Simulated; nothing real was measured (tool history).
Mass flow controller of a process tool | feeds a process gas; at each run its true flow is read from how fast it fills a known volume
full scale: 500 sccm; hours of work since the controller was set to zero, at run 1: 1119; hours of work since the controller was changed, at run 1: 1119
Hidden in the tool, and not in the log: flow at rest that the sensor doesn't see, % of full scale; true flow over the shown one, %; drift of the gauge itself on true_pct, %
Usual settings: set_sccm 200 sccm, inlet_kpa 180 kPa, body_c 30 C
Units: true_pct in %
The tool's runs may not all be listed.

run,hour,set_sccm,inlet_kpa,body_c,hours of work since the controller was set to zero,hours of work since the controller was changed,true_pct
1,0,200,180,30,1119,1119,99.72
2,78.3,200,141,30,1152,1152,99.57
3,132.4,200,141,30,1175,1175,99.37
4,210.4,200,141,30,1207,1207,99.23
5,259.6,200,141,30,1228,1228,99.31
6,305.7,200,141,30,1248,1248,99.28
7,365.8,200,141,30,1273,1273,99.29
8,457.3,200,141,30,1311,1311,99.34
9,499.1,200,180,26,1329,1329,99.32
10,557,200,180,26,1353,1353,99.22
11,644.6,200,180,22,1390,1390,99.15
12,688.4,200,180,30,1409,1409,99.37
13,735.9,200,180,30,1429,1429,99.25
14,826.8,200,237,30,1467,1467,99.57
15,907.1,200,237,30,1501,1501,99.49
16,982,200,237,30,1532,1532,99.55
17,1071.1,200,180,24,1570,1570,98.92
18,1151.8,394,180,24,1604,1604,99.07
19,1205.4,394,180,24,1626,1626,98.89
20,1287.1,394,180,24,1661,1661,98.94
21,1344.8,490,180,24,1685,1685,98.88
22,1392.3,135,189,31,1705,1705,98.92
23,1458.1,135,257,21,1733,1733,99.07
24,1506.9,57,180,38,1753,1753,98.89
25,1569.7,108,244,26,1780,1780,98.92
26,1609.3,108,244,26,1796,1796,98.98
27,1704.3,54,260,30,1836,1836,98.9
28,1746.6,54,260,30,1854,1854,99.07
29,1811.7,212,147,39,1882,1882,98.61
30,1865.6,212,147,21,1904,1904,98.14
31,1904.6,60,161,22,1921,1921,98.08
32,1977.4,352,180,30,1951,1951,98.6
33,2055.9,153,185,36,1984,1984,98.52
34,2133.3,153,185,36,2017,2017,98.62
35,2213.9,153,257,32,2051,2051,98.75
36,2283.5,153,257,32,2080,2080,98.78
37,2347.3,125,149,32,2107,2107,97.96
38,2437.1,125,149,32,2145,2145,97.79
39,2500.4,125,149,32,2172,2172,97.98
40,2577.3,424,180,35,2204,2204,98.33
41,2666.7,63,204,30,2242,2242,98.07

4 ways to go on from here, each from the tool as it stands after run 41. What would each give?
A,2714.3,63,278,30,2262,2262,?
B,2714.3,494,204,28,2262,2262,?
C,2714.3,382,143,34,2262,2262,?
D,2714.3,63,204,38,2262,2262,?

run,true_pct
A,98.44
B,98.17
C,97.98
D,98.14
Without the tool's hidden state the same runs would have given:
run,true_pct
A,100.31
B,100.04
C,99.84
D,100
